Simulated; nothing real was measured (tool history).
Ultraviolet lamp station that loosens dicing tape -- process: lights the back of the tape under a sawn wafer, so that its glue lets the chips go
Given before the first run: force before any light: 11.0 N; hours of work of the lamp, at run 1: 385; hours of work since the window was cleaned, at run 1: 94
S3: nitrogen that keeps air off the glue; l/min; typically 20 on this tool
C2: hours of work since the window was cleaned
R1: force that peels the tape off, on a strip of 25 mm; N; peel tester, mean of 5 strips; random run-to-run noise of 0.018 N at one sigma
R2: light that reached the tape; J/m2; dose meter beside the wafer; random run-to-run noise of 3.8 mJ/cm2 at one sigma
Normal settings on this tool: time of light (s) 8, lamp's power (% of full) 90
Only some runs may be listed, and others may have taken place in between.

run 1 hour=0 | time_of_light_(s)=8 lamp's_power_(%_of_full)=90 S3=20 | hours_of_work_of_the_lamp=385 C2=94 | R1=1.297 R2=5240
run 2 hour=32 | time_of_light_(s)=8 lamp's_power_(%_of_full)=90 S3=20 | hours_of_work_of_the_lamp=403 C2=112 | R1=1.318 R2=5180
run 3 hour=65 | time_of_light_(s)=8 lamp's_power_(%_of_full)=90 S3=20 | hours_of_work_of_the_lamp=422 C2=130 | R1=1.294 R2=5060
run 4 hour=90.3 | time_of_light_(s)=8 lamp's_power_(%_of_full)=90 S3=20 | hours_of_work_of_the_lamp=436 C2=145 | R1=1.385 R2=5040
run 5 hour=108.1 | time_of_light_(s)=8 lamp's_power_(%_of_full)=90 S3=20 | hours_of_work_of_the_lamp=446 C2=155 | R1=1.377 R2=5030
run 6 hour=145 | time_of_light_(s)=8 lamp's_power_(%_of_full)=90 S3=20 | hours_of_work_of_the_lamp=467 C2=175 | R1=1.398 R2=4960
run 7 hour=159.9 | time_of_light_(s)=8 lamp's_power_(%_of_full)=90 S3=20 | hours_of_work_of_the_lamp=475 C2=184 | R1=1.446 R2=4940
run 8 hour=191.9 | time_of_light_(s)=8 lamp's_power_(%_of_full)=89 S3=20 | hours_of_work_of_the_lamp=493 C2=202 | R1=1.484 R2=4910
run 9 hour=212.6 | time_of_light_(s)=6 lamp's_power_(%_of_full)=77 S3=37 | hours_of_work_of_the_lamp=505 C2=213 | R1=2.586 R2=3190

For run 10, what comes out?
run 10 hour=248.9 | time_of_light_(s)=8 lamp's_power_(%_of_full)=90 S3=9 | hours_of_work_of_the_lamp=525 C2=234 | R1=? R2=?

R1: 2.027 N
R2: 4840 J/m2
Take away the tool's hidden state, keep the run-to-run variation as it was, and the same run would have given R1 1.234 N, R2 6370 J/m2.
